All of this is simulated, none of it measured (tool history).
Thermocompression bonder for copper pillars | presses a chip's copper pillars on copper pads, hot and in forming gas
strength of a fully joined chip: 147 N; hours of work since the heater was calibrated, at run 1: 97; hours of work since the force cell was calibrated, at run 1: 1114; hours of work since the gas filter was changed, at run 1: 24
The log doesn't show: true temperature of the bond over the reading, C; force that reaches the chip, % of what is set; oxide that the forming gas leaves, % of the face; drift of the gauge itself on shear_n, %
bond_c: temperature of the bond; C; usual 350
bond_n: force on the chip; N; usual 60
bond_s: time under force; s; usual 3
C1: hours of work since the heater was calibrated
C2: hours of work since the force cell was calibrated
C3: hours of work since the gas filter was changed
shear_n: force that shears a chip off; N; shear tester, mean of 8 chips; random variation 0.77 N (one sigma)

{"run": 1, "hour": 0.0, "bond_c": 350, "bond_n": 60, "bond_s": 3, "C1": 97, "C2": 1114, "C3": 24, "shear_n": 61.1}
{"run": 2, "hour": 72.8, "bond_c": 350, "bond_n": 89, "bond_s": 3, "C1": 144, "C2": 1161, "C3": 71, "shear_n": 85.3}
{"run": 3, "hour": 141.4, "bond_c": 350, "bond_n": 89, "bond_s": 3, "C1": 188, "C2": 1206, "C3": 115, "shear_n": 82.8}
{"run": 4, "hour": 189.1, "bond_c": 350, "bond_n": 60, "bond_s": 3, "C1": 219, "C2": 1236, "C3": 146, "shear_n": 59.4}
{"run": 5, "hour": 245.7, "bond_c": 350, "bond_n": 60, "bond_s": 3, "C1": 255, "C2": 1273, "C3": 183, "shear_n": 57.3}
{"hour": 263.5, "done": "force cell calibrated"}
{"run": 6, "hour": 321.3, "bond_c": 350, "bond_n": 60, "bond_s": 3, "C1": 303, "C2": 37, "C3": 230, "shear_n": 54.1}
{"run": 7, "hour": 368.1, "bond_c": 373, "bond_n": 63, "bond_s": 2, "C1": 333, "C2": 68, "C3": 261, "shear_n": 63.1}
{"run": 8, "hour": 426.0, "bond_c": 373, "bond_n": 63, "bond_s": 2, "C1": 370, "C2": 105, "C3": 298, "shear_n": 62.6}
{"hour": 434.6, "done": "heater calibrated with a thermocouple chip"}
{"run": 9, "hour": 480.4, "bond_c": 350, "bond_n": 60, "bond_s": 4, "C1": 30, "C2": 139, "C3": 332, "shear_n": 59.2}
{"hour": 544.7, "done": "forming gas filter changed"}
{"run": 10, "hour": 552.9, "bond_c": 350, "bond_n": 42, "bond_s": 4, "C1": 76, "C2": 185, "C3": 5, "shear_n": 44.0}
{"run": 11, "hour": 589.6, "bond_c": 349, "bond_n": 51, "bond_s": 3, "C1": 100, "C2": 209, "C3": 29, "shear_n": 48.1}
{"run": 12, "hour": 658.4, "bond_c": 349, "bond_n": 51, "bond_s": 3, "C1": 144, "C2": 253, "C3": 73, "shear_n": 47.6}

4 ways to go on from here, each from the tool as it stands after run 12. What would each give?
{"run": "A", "hour": 690.4, "bond_c": 342, "bond_n": 60, "bond_s": 7, "C1": 165, "C2": 274, "C3": 94, "shear_n": "?"}
{"run": "B", "hour": 690.4, "bond_c": 331, "bond_n": 51, "bond_s": 3, "C1": 165, "C2": 274, "C3": 94, "shear_n": "?"}
{"run": "C", "hour": 690.4, "bond_c": 352, "bond_n": 60, "bond_s": 5, "C1": 165, "C2": 274, "C3": 94, "shear_n": "?"}
{"run": "D", "hour": 690.4, "bond_c": 368, "bond_n": 88, "bond_s": 3, "C1": 165, "C2": 274, "C3": 94, "shear_n": "?"}

run=A shear_n=71.3
run=B shear_n=37.9
run=C shear_n=71.8
run=D shear_n=94.6
Without the tool's hidden state the same runs would have given:
run=A shear_n=73.2
run=B shear_n=39.0
run=C shear_n=73.7
run=D shear_n=97.2
